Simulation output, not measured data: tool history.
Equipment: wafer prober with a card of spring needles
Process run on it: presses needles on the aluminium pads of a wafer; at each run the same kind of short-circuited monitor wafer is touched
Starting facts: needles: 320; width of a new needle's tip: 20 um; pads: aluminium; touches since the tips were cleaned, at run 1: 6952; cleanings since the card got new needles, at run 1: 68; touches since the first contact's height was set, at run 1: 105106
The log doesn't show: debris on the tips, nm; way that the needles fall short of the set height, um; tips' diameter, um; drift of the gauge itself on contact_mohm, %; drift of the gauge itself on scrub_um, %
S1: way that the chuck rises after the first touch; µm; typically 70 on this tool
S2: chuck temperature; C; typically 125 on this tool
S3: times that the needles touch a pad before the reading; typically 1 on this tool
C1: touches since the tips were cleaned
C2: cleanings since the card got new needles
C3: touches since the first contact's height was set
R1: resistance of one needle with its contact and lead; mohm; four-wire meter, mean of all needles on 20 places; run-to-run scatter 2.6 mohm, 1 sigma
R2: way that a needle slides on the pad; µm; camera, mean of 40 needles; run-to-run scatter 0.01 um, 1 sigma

run,hour,S1,S2,S3,C1,C2,C3,R1,R2
1,0,70,125,1,6952,68,105106,427,17.83
# hour 5: tips cleaned on abrasive film
# hour 19.9: tips cleaned on abrasive film
2,34.1,70,125,1,8153,70,124536,418,17.79
# hour 37.1: tips cleaned on abrasive film
# hour 53.3: tips cleaned on abrasive film
# hour 60.3: height of the first contact set anew
# hour 68.7: tips cleaned on abrasive film
3,68.7,70,38,1,0,73,4760,288,17.69
# hour 83.8: tips cleaned on abrasive film
4,96.4,70,38,1,7232,74,20597,412,17.67
# hour 100.1: tips cleaned on abrasive film
# hour 116.8: tips cleaned on abrasive film
5,116.8,70,38,1,0,76,32159,290,17.63
# hour 131.7: tips cleaned on abrasive film
6,134.2,70,125,1,1462,77,42109,374,17.61
# hour 146.5: tips cleaned on abrasive film
7,153.3,70,125,1,3903,78,52966,412,17.6
# hour 163: tips cleaned on abrasive film
8,175.9,70,125,1,7415,79,65874,426,17.58
# hour 178.8: tips cleaned on abrasive film
# hour 195.4: tips cleaned on abrasive film
# hour 210.6: tips cleaned on abrasive film
9,210.6,70,125,1,0,82,85625,318,17.53
# hour 227.4: tips cleaned on abrasive film
# hour 231.9: height of the first contact set anew, once more
10,240.5,70,125,2,7327,83,4927,375,18
# hour 244.2: tips cleaned on abrasive film
# hour 260.4: tips cleaned on abrasive film
11,263.2,70,125,2,1611,85,17823,343,17.96
# hour 276.6: tips cleaned on abrasive film
# hour 293.3: tips cleaned on abrasive film
12,293.7,70,93,2,227,87,35170,307,17.93
# hour 309.2: tips cleaned on abrasive film
# hour 326.6: tips cleaned on abrasive film
13,329.1,89,79,1,1457,89,55394,337,22.8
# hour 342.1: tips cleaned on abrasive film
14,348.7,70,57,1,3781,90,66524,402,17.9
# hour 357.7: tips cleaned on abrasive film
# hour 372.9: tips cleaned on abrasive film
15,386.4,88,69,1,7732,92,88048,372,22.49
# hour 388.4: tips cleaned on abrasive film
# hour 405.9: tips cleaned on abrasive film
16,419.2,69,95,1,7610,94,106718,425,17.57
# hour 422.7: tips cleaned on abrasive film
# hour 437.6: tips cleaned on abrasive film
# hour 452.6: tips cleaned on abrasive film
17,456.7,69,77,1,2379,97,128071,377,17.52
# hour 467.5: tips cleaned on abrasive film
# hour 476.4: height of the first contact set anew
18,476.6,69,77,1,5044,98,94,410,17.75
# hour 483.6: tips cleaned on abrasive film
# hour 501.2: tips cleaned on abrasive film
19,510.4,79,69,1,5266,100,19351,387,20.3
# hour 519.1: tips cleaned on abrasive film
# hour 535.3: tips cleaned on abrasive film
20,536.1,79,69,1,456,102,34000,306,20.24

Results for each run, recomputed without the tool's hidden state and with each run's random variation untouched:
run,R1,R2
1,311,18.01
2,304,18.01
3,273,18.01
4,278,18.01
5,279,18
6,306,17.99
7,306,17.99
8,306,17.99
9,303,17.98
10,305,18
11,307,18
12,294,17.99
13,287,22.9
14,288,18.01
15,285,22.63
16,296,17.73
17,291,17.74
18,288,17.75
19,288,20.33
20,281,20.3

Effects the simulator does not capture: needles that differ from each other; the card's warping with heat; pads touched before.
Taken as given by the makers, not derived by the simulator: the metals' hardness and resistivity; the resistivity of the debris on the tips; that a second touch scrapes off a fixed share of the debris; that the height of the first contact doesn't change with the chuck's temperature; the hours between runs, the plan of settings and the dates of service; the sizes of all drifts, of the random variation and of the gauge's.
